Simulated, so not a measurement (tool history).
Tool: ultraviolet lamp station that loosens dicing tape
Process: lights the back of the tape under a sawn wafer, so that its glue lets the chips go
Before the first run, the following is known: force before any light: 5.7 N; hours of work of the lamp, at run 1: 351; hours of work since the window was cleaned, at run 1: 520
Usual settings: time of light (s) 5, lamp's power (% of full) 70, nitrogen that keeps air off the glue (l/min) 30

| run | hour | time of light (s) | lamp's power (% of full) | nitrogen that keeps air off the glue (l/min) | hours of work of the lamp | hours of work since the window was cleaned | force that peels the tape off (N) | light that reached the tape (mJ/cm2) |
|---|---|---|---|---|---|---|---|---|
| 1 | 0.0 | 5 | 70 | 30 | 351 | 520 | 0.510 | 369 |
| 2 | 42.8 | 5 | 70 | 30 | 371 | 540 | 0.477 | 373 |
| 3 | 88.5 | 5 | 63 | 30 | 392 | 561 | 0.633 | 339 |
|  | 106.4 | window cleaned of glue's vapour |
| 4 | 128.0 | 5 | 70 | 40 | 410 | 10 | 0.423 | 375 |
| 5 | 159.1 | 5 | 70 | 40 | 425 | 24 | 0.425 | 369 |
| 6 | 201.2 | 5 | 70 | 30 | 444 | 44 | 0.520 | 369 |
| 7 | 235.1 | 5 | 79 | 30 | 460 | 60 | 0.406 | 422 |
| 8 | 283.6 | 5 | 79 | 30 | 483 | 82 | 0.413 | 421 |
| 9 | 316.6 | 5 | 79 | 30 | 498 | 98 | 0.402 | 421 |
| 10 | 348.2 | 5 | 69 | 30 | 513 | 112 | 0.517 | 370 |
| 11 | 379.9 | 5 | 70 | 35 | 527 | 127 | 0.453 | 368 |
| 12 | 405.2 | 5 | 70 | 39 | 539 | 139 | 0.433 | 371 |
| 13 | 436.7 | 5 | 70 | 39 | 554 | 153 | 0.428 | 374 |
| 14 | 468.8 | 5 | 70 | 39 | 568 | 168 | 0.433 | 367 |
| 15 | 508.8 | 5 | 81 | 39 | 587 | 187 | 0.332 | 434 |
| 16 | 554.7 | 5 | 81 | 39 | 608 | 208 | 0.322 | 427 |
| 17 | 583.7 | 5 | 81 | 39 | 622 | 221 | 0.325 | 424 |
| 18 | 627.5 | 5 | 85 | 30 | 642 | 242 | 0.357 | 451 |
| 19 | 663.3 | 5 | 70 | 19 | 659 | 258 | 0.706 | 372 |
| 20 | 709.7 | 5 | 70 | 19 | 680 | 280 | 0.676 | 373 |
| 21 | 746.5 | 5 | 70 | 30 | 697 | 297 | 0.496 | 368 |
| 22 | 791.1 | 9 | 64 | 24 | 718 | 318 | 0.266 | 610 |
| 23 | 813.5 | 9 | 60 | 21 | 728 | 328 | 0.319 | 566 |
| 24 | 836.7 | 5 | 78 | 38 | 739 | 339 | 0.367 | 416 |
|  | 853.8 | lamp changed |
| 25 | 886.3 | 5 | 78 | 38 | 15 | 361 | 0.379 | 410 |
| 26 | 927.3 | 5 | 78 | 38 | 34 | 380 | 0.357 | 410 |
| 27 | 981.3 | 10 | 80 | 30 | 59 | 405 | 0.191 | 850 |
| 28 | 1036.1 | 4 | 80 | 14 | 85 | 431 | 1.000 | 335 |
| 29 | 1076.4 | 9 | 93 | 30 | 103 | 450 | 0.180 | 903 |
| 30 | 1130.5 | 3 | 77 | 53 | 128 | 475 | 0.750 | 243 |
| 31 | 1185.4 | 9 | 100 | 53 | 154 | 500 | 0.180 | 958 |
| 32 | 1236.2 | 6 | 70 | 24 | 177 | 524 | 0.414 | 444 |
| 33 | 1273.6 | 5 | 99 | 43 | 195 | 541 | 0.248 | 523 |
| 34 | 1312.3 | 5 | 99 | 43 | 213 | 559 | 0.243 | 522 |
|  | 1333.0 | window cleaned of glue's vapour |
| 35 | 1359.3 | 7 | 72 | 44 | 234 | 12 | 0.245 | 537 |
| 36 | 1406.0 | 8 | 65 | 43 | 256 | 34 | 0.233 | 550 |
| 37 | 1440.7 | 3 | 67 | 12 | 272 | 50 | 1.927 | 216 |
| 38 | 1463.8 | 3 | 70 | 10 | 283 | 61 | 2.018 | 225 |
| 39 | 1518.7 | 5 | 70 | 48 | 308 | 86 | 0.378 | 370 |
| 40 | 1549.2 | 9 | 70 | 42 | 322 | 100 | 0.203 | 667 |
| 41 | 1574.8 | 7 | 71 | 12 | 334 | 112 | 0.524 | 532 |

Hidden condition of the tool, last listed run before each entry between runs versus first listed run after:
After run 3, before run 4: window cleaned of glue's vapour (hour 106.4)
  light that the window lets through, % of a clean one's: 99.8 -> 100
After run 24, before run 25: lamp changed (hour 853.8)
  lamp's light, % of a new lamp's: 99.8 -> 100
After run 34, before run 35: window cleaned of glue's vapour (hour 1333.0)
  light that the window lets through, % of a clean one's: 99.8 -> 100
